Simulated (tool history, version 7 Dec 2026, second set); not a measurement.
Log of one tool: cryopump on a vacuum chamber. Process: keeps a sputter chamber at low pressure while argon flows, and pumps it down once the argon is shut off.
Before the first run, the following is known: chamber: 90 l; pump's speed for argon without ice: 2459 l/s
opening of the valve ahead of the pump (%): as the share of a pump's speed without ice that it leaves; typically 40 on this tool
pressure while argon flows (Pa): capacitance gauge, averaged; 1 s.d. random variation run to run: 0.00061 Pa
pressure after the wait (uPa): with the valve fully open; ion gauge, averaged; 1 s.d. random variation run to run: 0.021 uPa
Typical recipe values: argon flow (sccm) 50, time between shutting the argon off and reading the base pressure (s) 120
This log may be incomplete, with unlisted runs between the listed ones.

run     day  argon flow (sccm)  time between shutting the argon off and reading the base pressure (s)  opening of the valve ahead of the pump (%)  pressure while argon flows (Pa)  pressure after the wait (uPa)
  1   0.000                 50                                                                    120                                          40                           0.0952                           1.55
  2   0.425                 50                                                                    198                                          40                           0.0959                           1.47
  3   1.171                 50                                                                    198                                          40                           0.0949                           1.43
  4   1.917                 50                                                                    120                                          40                           0.0970                           1.61
  5   2.371                 81                                                                    120                                          40                           0.1562                           1.56
  6   3.242                 81                                                                    120                                          40                           0.1576                           1.61
  7   4.104                 81                                                                    120                                          40                           0.1577                           1.58
  8   4.504                 81                                                                    120                                          40                           0.1575                           1.67
  9   4.942                 81                                                                    120                                          40                           0.1587                           1.75
 10   5.458                 50                                                                    120                                          41                           0.0971                           1.79
 11   6.104                 28                                                                    120                                          40                           0.0554                           1.70
 12   6.700                 72                                                                    120                                          40                           0.1429                           1.69
 13   7.296                 50                                                                    120                                          19                           0.1935                           1.71
 14   7.829                 50                                                                    120                                          45                           0.0908                           1.75
 15   8.662                 50                                                                    120                                          45                           0.0902                           1.75
 16   9.104                 50                                                                    120                                          45                           0.0909                           1.80
      9.438  -- pump warmed up, emptied and cooled again
 17  10.108                 50                                                                    120                                          45                           0.0754                           1.36
 18  10.888                 50                                                                    120                                          45                           0.0766                           1.42
 19  11.729                 60                                                                    120                                          45                           0.0933                           1.40
 20  12.208                 87                                                                    120                                          40                           0.1523                           1.42
 21  13.071                 87                                                                    120                                          40                           0.1523                           1.41
 22  13.625                 23                                                                    120                                          29                           0.0561                           1.47
 23  14.412                 23                                                                    120                                          29                           0.0564                           1.43
 24  15.204                 23                                                                    120                                          29                           0.0554                           1.49
 25  15.788                 55                                                                    204                                          41                           0.0941                           1.35
 26  16.171                 53                                                                    188                                          40                           0.0948                           1.41
 27  16.983                 53                                                                    188                                          40                           0.0941                           1.33
 28  17.829                 53                                                                    188                                          40                           0.0936                           1.41
 29  18.325                 26                                                                     80                                          19                           0.0960                           1.64

Run 30 has not been measured yet. What should we expect?
 30  19.212                 26                                                                     80                                          19                                ?                              ?

{"run 30": {"pressure while argon flows (Pa)": 0.0962, "pressure after the wait (uPa)": 1.67}}
With no hidden state in the tool, this same run would have given pressure while argon flows (Pa) 0.0944, pressure after the wait (uPa) 0.63.
